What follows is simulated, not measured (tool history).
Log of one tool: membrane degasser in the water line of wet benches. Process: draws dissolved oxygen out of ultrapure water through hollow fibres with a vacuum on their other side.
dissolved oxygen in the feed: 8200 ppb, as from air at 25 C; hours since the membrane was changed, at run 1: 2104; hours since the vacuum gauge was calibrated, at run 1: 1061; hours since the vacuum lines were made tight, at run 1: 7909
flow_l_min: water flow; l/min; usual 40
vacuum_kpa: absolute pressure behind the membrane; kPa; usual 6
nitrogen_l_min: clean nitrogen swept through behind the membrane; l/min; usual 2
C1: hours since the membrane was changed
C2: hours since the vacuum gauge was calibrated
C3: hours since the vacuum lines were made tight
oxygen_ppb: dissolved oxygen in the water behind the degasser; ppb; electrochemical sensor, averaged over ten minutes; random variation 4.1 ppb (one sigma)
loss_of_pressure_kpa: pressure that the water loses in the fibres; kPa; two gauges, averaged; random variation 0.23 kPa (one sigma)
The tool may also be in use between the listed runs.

{"run": 1, "day": 0.0, "flow_l_min": 40, "vacuum_kpa": 6, "nitrogen_l_min": 2, "C1": 2104, "C2": 1061, "C3": 7909, "oxygen_ppb": 427.8, "loss_of_pressure_kpa": 58.91}
{"run": 2, "day": 4.371, "flow_l_min": 44, "vacuum_kpa": 6, "nitrogen_l_min": 2, "C1": 2209, "C2": 1166, "C3": 8013, "oxygen_ppb": 469.7, "loss_of_pressure_kpa": 65.54}
{"run": 3, "day": 6.817, "flow_l_min": 44, "vacuum_kpa": 6, "nitrogen_l_min": 2, "C1": 2268, "C2": 1225, "C3": 8072, "oxygen_ppb": 464.6, "loss_of_pressure_kpa": 65.54}
{"run": 4, "day": 11.238, "flow_l_min": 44, "vacuum_kpa": 6, "nitrogen_l_min": 2, "C1": 2374, "C2": 1331, "C3": 8178, "oxygen_ppb": 473.2, "loss_of_pressure_kpa": 65.52}
{"run": 5, "day": 16.158, "flow_l_min": 44, "vacuum_kpa": 6, "nitrogen_l_min": 2, "C1": 2492, "C2": 1449, "C3": 8296, "oxygen_ppb": 476.1, "loss_of_pressure_kpa": 65.07}
{"run": 6, "day": 20.588, "flow_l_min": 44, "vacuum_kpa": 6, "nitrogen_l_min": 2, "C1": 2598, "C2": 1555, "C3": 8403, "oxygen_ppb": 484.6, "loss_of_pressure_kpa": 65.41}
{"run": 7, "day": 24.621, "flow_l_min": 44, "vacuum_kpa": 6, "nitrogen_l_min": 5.52, "C1": 2695, "C2": 1652, "C3": 8499, "oxygen_ppb": 408.2, "loss_of_pressure_kpa": 64.83}
{"run": 8, "day": 29.846, "flow_l_min": 44, "vacuum_kpa": 6, "nitrogen_l_min": 5.52, "C1": 2820, "C2": 1777, "C3": 8625, "oxygen_ppb": 410.8, "loss_of_pressure_kpa": 65.48}
{"run": 9, "day": 34.142, "flow_l_min": 62, "vacuum_kpa": 6, "nitrogen_l_min": 2, "C1": 2923, "C2": 1880, "C3": 8728, "oxygen_ppb": 669.5, "loss_of_pressure_kpa": 92.61}
{"run": 10, "day": 36.292, "flow_l_min": 40, "vacuum_kpa": 6, "nitrogen_l_min": 2, "C1": 2975, "C2": 1932, "C3": 8780, "oxygen_ppb": 438.1, "loss_of_pressure_kpa": 59.61}
{"run": 11, "day": 40.121, "flow_l_min": 40, "vacuum_kpa": 6, "nitrogen_l_min": 2, "C1": 3067, "C2": 2024, "C3": 8871, "oxygen_ppb": 432.9, "loss_of_pressure_kpa": 59.22}
{"run": 12, "day": 43.854, "flow_l_min": 40, "vacuum_kpa": 4.11, "nitrogen_l_min": 2, "C1": 3156, "C2": 2114, "C3": 8961, "oxygen_ppb": 352.8, "loss_of_pressure_kpa": 59.64}
{"run": 13, "day": 48.717, "flow_l_min": 38, "vacuum_kpa": 6.7, "nitrogen_l_min": 0.89, "C1": 3273, "C2": 2230, "C3": 9078, "oxygen_ppb": 564, "loss_of_pressure_kpa": 56.61}
{"run": 14, "day": 51.862, "flow_l_min": 40, "vacuum_kpa": 5.77, "nitrogen_l_min": 2, "C1": 3349, "C2": 2306, "C3": 9153, "oxygen_ppb": 434.3, "loss_of_pressure_kpa": 60.08}
{"run": 15, "day": 54.688, "flow_l_min": 40, "vacuum_kpa": 6.37, "nitrogen_l_min": 5.31, "C1": 3416, "C2": 2374, "C3": 9221, "oxygen_ppb": 382, "loss_of_pressure_kpa": 59.89}
{"run": 16, "day": 59.746, "flow_l_min": 28, "vacuum_kpa": 6.37, "nitrogen_l_min": 1.24, "C1": 3538, "C2": 2495, "C3": 9342, "oxygen_ppb": 355.3, "loss_of_pressure_kpa": 41.89}
{"run": 17, "day": 63.508, "flow_l_min": 34, "vacuum_kpa": 14.17, "nitrogen_l_min": 2, "C1": 3628, "C2": 2585, "C3": 9433, "oxygen_ppb": 656.2, "loss_of_pressure_kpa": 51.02}
{"run": 18, "day": 65.933, "flow_l_min": 27, "vacuum_kpa": 4.9, "nitrogen_l_min": 1.16, "C1": 3686, "C2": 2643, "C3": 9491, "oxygen_ppb": 275.6, "loss_of_pressure_kpa": 40.38}
{"run": 19, "day": 70.825, "flow_l_min": 55, "vacuum_kpa": 9.12, "nitrogen_l_min": 2.19, "C1": 3804, "C2": 2761, "C3": 9608, "oxygen_ppb": 742.6, "loss_of_pressure_kpa": 82.21}

4 ways to go on from here, each from the tool as it stands after run 19. What would each give?
{"run": "A", "day": 73.338, "flow_l_min": 63, "vacuum_kpa": 6, "nitrogen_l_min": 1.99, "C1": 3864, "C2": 2821, "C3": 9669, "oxygen_ppb": "?", "loss_of_pressure_kpa": "?"}
{"run": "B", "day": 73.338, "flow_l_min": 24, "vacuum_kpa": 7.28, "nitrogen_l_min": 3.9, "C1": 3864, "C2": 2821, "C3": 9669, "oxygen_ppb": "?", "loss_of_pressure_kpa": "?"}
{"run": "C", "day": 73.338, "flow_l_min": 54, "vacuum_kpa": 9.12, "nitrogen_l_min": 1.05, "C1": 3864, "C2": 2821, "C3": 9669, "oxygen_ppb": "?", "loss_of_pressure_kpa": "?"}
{"run": "D", "day": 73.338, "flow_l_min": 55, "vacuum_kpa": 11.45, "nitrogen_l_min": 2.19, "C1": 3864, "C2": 2821, "C3": 9669, "oxygen_ppb": "?", "loss_of_pressure_kpa": "?"}

run=A oxygen_ppb=704.2 loss_of_pressure_kpa=94.39
run=B oxygen_ppb=225.6 loss_of_pressure_kpa=35.59
run=C oxygen_ppb=957.5 loss_of_pressure_kpa=81.01
run=D oxygen_ppb=860.4 loss_of_pressure_kpa=82.26
Without the tool's hidden state the same runs would have given:
run=A oxygen_ppb=665.1 loss_of_pressure_kpa=91.8
run=B oxygen_ppb=207.6 loss_of_pressure_kpa=34.61
run=C oxygen_ppb=925.2 loss_of_pressure_kpa=78.79
run=D oxygen_ppb=825.8 loss_of_pressure_kpa=80
